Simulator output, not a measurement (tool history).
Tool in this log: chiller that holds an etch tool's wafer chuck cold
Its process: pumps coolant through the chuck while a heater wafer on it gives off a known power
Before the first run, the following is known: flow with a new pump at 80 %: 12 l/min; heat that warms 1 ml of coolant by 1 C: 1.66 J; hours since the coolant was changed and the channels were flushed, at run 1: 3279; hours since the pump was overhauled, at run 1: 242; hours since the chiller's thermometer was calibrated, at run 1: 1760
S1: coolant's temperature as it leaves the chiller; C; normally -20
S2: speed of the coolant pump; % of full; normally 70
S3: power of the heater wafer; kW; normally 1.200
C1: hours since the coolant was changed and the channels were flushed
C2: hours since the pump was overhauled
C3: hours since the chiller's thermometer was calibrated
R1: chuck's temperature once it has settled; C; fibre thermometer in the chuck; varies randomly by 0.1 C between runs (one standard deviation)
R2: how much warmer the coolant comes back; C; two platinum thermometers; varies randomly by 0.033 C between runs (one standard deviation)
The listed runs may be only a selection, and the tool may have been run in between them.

run,hour,S1,S2,S3,C1,C2,C3,R1,R2
1,0.0,-20,70,1.200,3279,242,1760,-6.3,4.22
2,103.0,-20,70,0.843,3382,345,1863,-10.3,2.92
3,189.4,-20,70,0.843,3468,431,1950,-10.3,2.94
4,275.4,-20,70,1.200,3554,517,2036,-6.2,4.20
5,337.1,-20,70,1.200,3616,579,2097,-5.9,4.22
6,429.6,-20,70,1.200,3709,671,2190,-5.7,4.24
7,531.4,-20,70,1.200,3810,773,2292,-6.2,4.26
8,592.3,-20,82,1.200,3871,834,2353,-7.8,3.56
# hour 604.9: coolant pump overhauled
9,718.4,-12,62,1.641,3992,114,2474,10.0,6.71
10,793.8,-12,72,1.682,4068,189,2549,7.8,5.87
11,864.9,-29,70,1.559,4139,260,2620,-10.3,5.54

Here are 4 independent what-if runs from the current tool condition. What would each one return?
A,933.0,-20,70,1.559,4207,328,2688,?,?
B,933.0,-12,90,1.325,4207,328,2688,?,?
C,933.0,-20,70,1.432,4207,328,2688,?,?
D,933.0,-12,70,0.618,4207,328,2688,?,?

run,R1,R2
A,-1.4,5.55
B,0.7,3.61
C,-2.9,5.11
D,-4.6,2.20
Stripped of hidden state, with their random variation kept, the same runs would have yielded:
run,R1,R2
A,-3.1,5.43
B,-0.4,3.53
C,-4.4,5.00
D,-5.1,2.15
